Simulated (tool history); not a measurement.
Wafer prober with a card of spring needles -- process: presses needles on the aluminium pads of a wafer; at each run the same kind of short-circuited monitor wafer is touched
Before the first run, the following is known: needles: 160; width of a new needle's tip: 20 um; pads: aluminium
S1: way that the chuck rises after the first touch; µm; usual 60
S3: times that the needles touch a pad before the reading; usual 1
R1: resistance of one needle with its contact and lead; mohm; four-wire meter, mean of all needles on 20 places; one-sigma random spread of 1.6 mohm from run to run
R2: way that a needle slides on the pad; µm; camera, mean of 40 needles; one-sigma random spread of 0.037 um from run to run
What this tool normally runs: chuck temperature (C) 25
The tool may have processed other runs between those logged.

{"run": 1, "hour": 0.0, "S1": 60, "chuck temperature (C)": 25, "S3": 1, "R1": 205, "R2": 14.86}
{"hour": 10.0, "done": "tips cleaned on abrasive film"}
{"run": 2, "hour": 16.2, "S1": 60, "chuck temperature (C)": 25, "S3": 1, "R1": 178, "R2": 14.84}
{"hour": 42.7, "done": "tips cleaned on abrasive film"}
{"run": 3, "hour": 42.7, "S1": 60, "chuck temperature (C)": 25, "S3": 1, "R1": 165, "R2": 14.76}
{"run": 4, "hour": 61.7, "S1": 60, "chuck temperature (C)": 25, "S3": 1, "R1": 205, "R2": 14.78}
{"hour": 76.4, "done": "tips cleaned on abrasive film"}
{"run": 5, "hour": 89.0, "S1": 44, "chuck temperature (C)": 25, "S3": 1, "R1": 222, "R2": 10.84}
{"run": 6, "hour": 101.4, "S1": 44, "chuck temperature (C)": 25, "S3": 1, "R1": 261, "R2": 10.79}
{"hour": 109.5, "done": "tips cleaned on abrasive film"}
{"run": 7, "hour": 125.3, "S1": 44, "chuck temperature (C)": 25, "S3": 1, "R1": 234, "R2": 10.69}
{"hour": 142.4, "done": "tips cleaned on abrasive film"}
{"run": 8, "hour": 147.5, "S1": 44, "chuck temperature (C)": 33, "S3": 1, "R1": 204, "R2": 10.76}
{"run": 9, "hour": 173.5, "S1": 44, "chuck temperature (C)": 33, "S3": 1, "R1": 269, "R2": 10.76}
{"hour": 176.0, "done": "tips cleaned on abrasive film"}
{"run": 10, "hour": 194.5, "S1": 44, "chuck temperature (C)": 33, "S3": 1, "R1": 240, "R2": 10.67}
{"hour": 208.7, "done": "tips cleaned on abrasive film"}
{"run": 11, "hour": 217.6, "S1": 44, "chuck temperature (C)": 33, "S3": 1, "R1": 217, "R2": 10.64}
{"run": 12, "hour": 233.7, "S1": 44, "chuck temperature (C)": 33, "S3": 1, "R1": 261, "R2": 10.67}
{"hour": 242.1, "done": "tips cleaned on abrasive film"}
{"run": 13, "hour": 258.3, "S1": 44, "chuck temperature (C)": 33, "S3": 1, "R1": 235, "R2": 10.65}
{"run": 14, "hour": 272.0, "S1": 60, "chuck temperature (C)": 25, "S3": 1, "R1": 223, "R2": 14.57}
{"hour": 275.2, "done": "tips cleaned on abrasive film"}
{"run": 15, "hour": 289.4, "S1": 60, "chuck temperature (C)": 25, "S3": 1, "R1": 196, "R2": 14.62}
{"hour": 295.2, "done": "height of the first contact set anew"}
{"hour": 308.0, "done": "tips cleaned on abrasive film"}
{"run": 16, "hour": 318.5, "S1": 60, "chuck temperature (C)": 25, "S3": 1, "R1": 189, "R2": 14.85}
{"run": 17, "hour": 335.5, "S1": 60, "chuck temperature (C)": 25, "S3": 2, "R1": 194, "R2": 14.83}
{"hour": 341.0, "done": "tips cleaned on abrasive film"}
{"run": 18, "hour": 349.2, "S1": 53, "chuck temperature (C)": 97, "S3": 1, "R1": 201, "R2": 13.15}

The next listed run, before its measurement:
{"hour": 374.1, "done": "tips cleaned on abrasive film"}
{"run": 19, "hour": 374.1, "S1": 53, "chuck temperature (C)": 25, "S3": 2, "R1": "?", "R2": "?"}

Logged for run 19: R1 162 mohm, R2 13.12 µm.
Take away the tool's hidden state, keep the run-to-run variation as it was, and the same run would have given R1 159 mohm, R2 13.18 µm.
